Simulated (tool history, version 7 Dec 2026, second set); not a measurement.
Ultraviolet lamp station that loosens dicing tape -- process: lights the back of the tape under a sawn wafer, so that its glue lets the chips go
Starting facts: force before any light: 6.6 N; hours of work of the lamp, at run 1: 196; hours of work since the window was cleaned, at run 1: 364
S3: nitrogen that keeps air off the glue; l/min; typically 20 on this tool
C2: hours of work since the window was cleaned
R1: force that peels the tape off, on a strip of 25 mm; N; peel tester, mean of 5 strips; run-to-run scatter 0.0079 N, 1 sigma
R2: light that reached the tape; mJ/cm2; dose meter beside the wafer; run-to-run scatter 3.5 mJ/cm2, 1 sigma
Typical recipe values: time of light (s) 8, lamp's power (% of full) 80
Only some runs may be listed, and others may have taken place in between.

Run 1, hour 0.0: usual settings; hours of work of the lamp 196; C2 364. Result: R1 0.373 N, R2 536 mJ/cm2.
Run 2, hour 11.8: usual settings; hours of work of the lamp 204; C2 371. Result: R1 0.360 N, R2 529 mJ/cm2.
Run 3, hour 21.9: usual settings; hours of work of the lamp 211; C2 378. Result: R1 0.373 N, R2 536 mJ/cm2.
Run 4, hour 30.5: usual settings but time of light (s) 9; hours of work of the lamp 216; C2 384. Result: R1 0.290 N, R2 595 mJ/cm2.
Run 5, hour 37.3: usual settings; hours of work of the lamp 221; C2 388. Result: R1 0.388 N, R2 528 mJ/cm2.
Run 6, hour 43.0: usual settings; hours of work of the lamp 225; C2 392. Result: R1 0.393 N, R2 528 mJ/cm2.
Run 7, hour 54.5: usual settings but time of light (s) 7; hours of work of the lamp 232; C2 400. Result: R1 0.529 N, R2 459 mJ/cm2.
Run 8, hour 60.9: usual settings; hours of work of the lamp 237; C2 404. Result: R1 0.391 N, R2 531 mJ/cm2.
Run 9, hour 71.5: usual settings but S3 18 l/min; hours of work of the lamp 244; C2 411. Result: R1 0.416 N, R2 524 mJ/cm2.
Run 10, hour 76.8: usual settings but time of light (s) 10; hours of work of the lamp 247; C2 415. Result: R1 0.223 N, R2 655 mJ/cm2.
Run 11, hour 87.4: usual settings; hours of work of the lamp 254; C2 422. Result: R1 0.367 N, R2 527 mJ/cm2.
Run 12, hour 93.9: usual settings but time of light (s) 9, lamp's power (% of full) 93, S3 33 l/min; hours of work of the lamp 258; C2 426. Result: R1 0.146 N, R2 688 mJ/cm2.
Run 13, hour 103.0: usual settings but time of light (s) 5, lamp's power (% of full) 93, S3 33 l/min; hours of work of the lamp 264; C2 432. Result: R1 0.527 N, R2 379 mJ/cm2.
At hour 104.0: window cleaned of glue's vapour.
Run 14, hour 109.0: usual settings but time of light (s) 5, lamp's power (% of full) 72, S3 19 l/min; hours of work of the lamp 268; C2 3. Result: R1 1.279 N, R2 297 mJ/cm2.
Run 15, hour 120.6: usual settings but time of light (s) 5, lamp's power (% of full) 72, S3 19 l/min; hours of work of the lamp 276; C2 11. Result: R1 1.324 N, R2 292 mJ/cm2.
Run 16, hour 125.7: usual settings but time of light (s) 10, S3 15 l/min; hours of work of the lamp 279; C2 14. Result: R1 0.311 N, R2 641 mJ/cm2.
Run 17, hour 132.1: usual settings but time of light (s) 16, lamp's power (% of full) 98, S3 19 l/min; hours of work of the lamp 283; C2 19. Result: R1 0.100 N, R2 1260 mJ/cm2.
Run 18, hour 138.3: usual settings but lamp's power (% of full) 66, S3 24 l/min; hours of work of the lamp 287; C2 23. Result: R1 0.543 N, R2 427 mJ/cm2.
At hour 142.0: window cleaned of glue's vapour, once more.
Run 19, hour 149.4: usual settings but lamp's power (% of full) 75, S3 23 l/min; hours of work of the lamp 295; C2 5. Result: R1 0.372 N, R2 506 mJ/cm2.
Run 20, hour 160.4: usual settings but lamp's power (% of full) 75, S3 23 l/min; hours of work of the lamp 302; C2 12. Result: R1 0.357 N, R2 503 mJ/cm2.
Run 21, hour 167.4: usual settings but lamp's power (% of full) 75, S3 23 l/min; hours of work of the lamp 306; C2 17. Result: R1 0.376 N, R2 500 mJ/cm2.

3 ways to go on from here, each from the tool as it stands after run 21. What would each give?
Run A, hour 172.3: usual settings but lamp's power (% of full) 78, S3 23 l/min; hours of work of the lamp 310; C2 20. Result: R1 ?, R2 ?.
Run B, hour 172.3: usual settings but time of light (s) 7, lamp's power (% of full) 94, S3 7 l/min; hours of work of the lamp 310; C2 20. Result: R1 ?, R2 ?.
Run C, hour 172.3: usual settings but time of light (s) 13; hours of work of the lamp 310; C2 20. Result: R1 ?, R2 ?.

run     R1   R2
  A  0.342  520
  B  0.915  554
  C  0.123  862
What these runs would have given with no unlogged condition in the tool:
run     R1   R2
  A  0.282  565
  B  0.782  600
  C  0.110  936
